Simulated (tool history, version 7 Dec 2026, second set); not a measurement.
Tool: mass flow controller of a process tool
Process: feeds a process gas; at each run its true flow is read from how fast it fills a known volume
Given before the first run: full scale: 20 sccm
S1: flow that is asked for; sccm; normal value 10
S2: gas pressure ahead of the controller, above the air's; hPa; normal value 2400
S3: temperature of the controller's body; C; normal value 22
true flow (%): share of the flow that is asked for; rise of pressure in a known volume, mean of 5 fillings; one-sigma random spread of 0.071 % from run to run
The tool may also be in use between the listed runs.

Run 1, day 0: usual settings. Result: true flow (%) 99.29.
Run 2, day 2.317: usual settings but S3 24 C. Result: true flow (%) 99.52.
Run 3, day 5.275: usual settings. Result: true flow (%) 99.24.
Run 4, day 7.746: usual settings but S1 3 sccm. Result: true flow (%) 98.84.
Run 5, day 9.883: usual settings. Result: true flow (%) 99.21.
Run 6, day 13.096: usual settings. Result: true flow (%) 98.93.
Run 7, day 14.521: usual settings. Result: true flow (%) 99.01.
Run 8, day 17.304: usual settings. Result: true flow (%) 98.86.
Run 9, day 19.479: usual settings. Result: true flow (%) 98.78.
Run 10, day 21.008: usual settings. Result: true flow (%) 98.76.
Run 11, day 23.258: usual settings but S1 13 sccm, S2 2490 hPa, S3 32 C. Result: true flow (%) 99.84.
Run 12, day 25.733: usual settings but S1 13 sccm, S2 2490 hPa, S3 32 C. Result: true flow (%) 99.86.
Run 13, day 27.571: usual settings but S1 12 sccm, S2 1960 hPa, S3 26 C. Result: true flow (%) 98.85.
Run 14, day 30.233: usual settings but S2 2610 hPa. Result: true flow (%) 98.77.
Run 15, day 33.467: usual settings but S2 2610 hPa. Result: true flow (%) 98.61.
Run 16, day 35.925: usual settings but S2 2560 hPa, S3 21 C. Result: true flow (%) 98.27.
Run 17, day 38.75: usual settings but S2 1860 hPa, S3 21 C. Result: true flow (%) 97.74.
Run 18, day 41.912: usual settings but S1 19 sccm, S2 1740 hPa, S3 21 C. Result: true flow (%) 98.02.
Run 19, day 44.633: usual settings but S1 8 sccm, S2 1740 hPa, S3 36 C. Result: true flow (%) 98.9.
Run 20, day 47.596: usual settings but S1 6 sccm, S2 2200 hPa, S3 20 C. Result: true flow (%) 97.49.

For each run, the measured value with the value that run would have given without the tool's hidden condition subtracted. The run-to-run variation is shared by both, the gauge scatter possibly not:
The tool's hidden condition here consists of: flow at rest that the sensor doesn't see, % of full scale; true flow over the shown one, %; drift of the gauge itself on true_pct, %.
run  true flow (%)
  1             +0
  2          -0.07
  3          -0.16
  4          -0.24
  5           -0.3
  6           -0.4
  7          -0.44
  8          -0.53
  9          -0.59
 10          -0.64
 11          -0.71
 12          -0.78
 13          -0.83
 14          -0.91
 15          -1.01
 16          -1.08
 17          -1.16
 18          -1.26
 19          -1.35
 20          -1.43
